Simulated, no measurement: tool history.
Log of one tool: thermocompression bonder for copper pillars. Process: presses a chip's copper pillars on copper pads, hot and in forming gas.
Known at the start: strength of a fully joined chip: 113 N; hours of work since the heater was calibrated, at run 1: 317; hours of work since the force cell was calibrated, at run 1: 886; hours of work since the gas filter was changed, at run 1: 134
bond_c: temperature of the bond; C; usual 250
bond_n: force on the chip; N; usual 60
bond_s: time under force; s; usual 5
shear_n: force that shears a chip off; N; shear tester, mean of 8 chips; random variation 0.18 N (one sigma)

| run | hour | bond_c | bond_n | bond_s | hours of work since the heater was calibrated | hours of work since the force cell was calibrated | hours of work since the gas filter was changed | shear_n |
|---|---|---|---|---|---|---|---|---|
| 1 | 0 | 250 | 60 | 5 | 317 | 886 | 134 | 43.7 |
| 2 | 11.1 | 252 | 60 | 5 | 325 | 894 | 143 | 45 |
| 3 | 16.5 | 252 | 60 | 5 | 329 | 898 | 147 | 44.8 |
| 4 | 24.2 | 252 | 60 | 5 | 335 | 904 | 153 | 45.3 |
| 5 | 33.5 | 250 | 60 | 5 | 342 | 911 | 160 | 43.3 |
| 6 | 41.8 | 250 | 60 | 10 | 348 | 918 | 166 | 56.6 |
| 7 | 47.6 | 250 | 60 | 5 | 352 | 922 | 170 | 43.6 |
| 8 | 57.3 | 250 | 60 | 5 | 360 | 929 | 178 | 43.5 |
| 9 | 69.6 | 245 | 60 | 5 | 369 | 938 | 187 | 40.6 |
| 10 | 75.7 | 250 | 60 | 3 | 374 | 943 | 191 | 35.5 |
| 11 | 85.5 | 250 | 60 | 3 | 381 | 951 | 199 | 35.5 |
| 12 | 97.3 | 250 | 60 | 3 | 390 | 959 | 208 | 35.3 |
| 13 | 103.1 | 250 | 60 | 5 | 394 | 964 | 212 | 43.6 |
| 14 | 114.3 | 250 | 60 | 5 | 403 | 972 | 221 | 43.8 |
| 15 | 121.2 | 229 | 60 | 5 | 408 | 977 | 226 | 31.4 |
| 16 | 126.8 | 250 | 60 | 5 | 412 | 982 | 230 | 43.7 |
| 17 | 134.5 | 250 | 60 | 5 | 418 | 988 | 236 | 43.6 |
| 18 | 142.8 | 250 | 60 | 5 | 424 | 994 | 242 | 43.6 |
| 19 | 148.1 | 250 | 60 | 5 | 428 | 998 | 246 | 43.6 |
| 20 | 156.3 | 250 | 60 | 5 | 435 | 1004 | 252 | 43.7 |
| 21 | 166.1 | 250 | 60 | 5 | 442 | 1011 | 260 | 43.4 |
| 22 | 174 | 237 | 47 | 7 | 448 | 1017 | 266 | 35.6 |
| 23 | 183.4 | 273 | 50 | 14 | 455 | 1024 | 273 | 73.8 |
| 24 | 188.6 | 273 | 50 | 14 | 459 | 1028 | 277 | 74.2 |
| 25 | 195.2 | 276 | 37 | 6 | 464 | 1033 | 282 | 51.2 |
| 26 | 204.3 | 276 | 37 | 6 | 471 | 1040 | 289 | 51 |
| 27 | 216.6 | 276 | 37 | 6 | 480 | 1050 | 298 | 50.9 |
| 28 | 226.8 | 256 | 60 | 9 | 488 | 1057 | 306 | 58.3 |
| 29 | 235.9 | 242 | 60 | 3 | 495 | 1064 | 312 | 31.5 |
| 30 | 247.2 | 239 | 53 | 5 | 503 | 1073 | 321 | 34.4 |
| 31 | 252.7 | 263 | 73 | 3 | 507 | 1077 | 325 | 47.3 |
| 32 | 265.4 | 245 | 47 | 3 | 517 | 1086 | 335 | 28.5 |
| 33 | 278.1 | 234 | 60 | 6 | 527 | 1096 | 344 | 36.6 |
| 34 | 285.6 | 250 | 80 | 10 | 532 | 1102 | 350 | 64 |
| 35 | 297.7 | 250 | 80 | 10 | 541 | 1111 | 359 | 63.7 |
| 36 | 303.6 | 226 | 60 | 8 | 546 | 1115 | 364 | 36.2 |
| 37 | 313.7 | 265 | 67 | 4 | 554 | 1123 | 371 | 51.8 |
| 38 | 321.7 | 233 | 41 | 4 | 560 | 1129 | 377 | 24.1 |
| 39 | 332.2 | 233 | 41 | 4 | 567 | 1137 | 385 | 24.1 |

Forecast each of these 4 alternatives for the next run:
| A | 337.7 | 250 | 46 | 6 | 572 | 1141 | 389 | ? |
| B | 337.7 | 233 | 41 | 5 | 572 | 1141 | 389 | ? |
| C | 337.7 | 269 | 41 | 4 | 572 | 1141 | 389 | ? |
| D | 337.7 | 233 | 41 | 6 | 572 | 1141 | 389 | ? |

| run | shear_n |
|---|---|
| A | 40.3 |
| B | 26.8 |
| C | 42 |
| D | 29.1 |
Without the tool's hidden state the same runs would have given:
| run | shear_n |
|---|---|
| A | 42.3 |
| B | 28.2 |
| C | 44.2 |
| D | 30.6 |
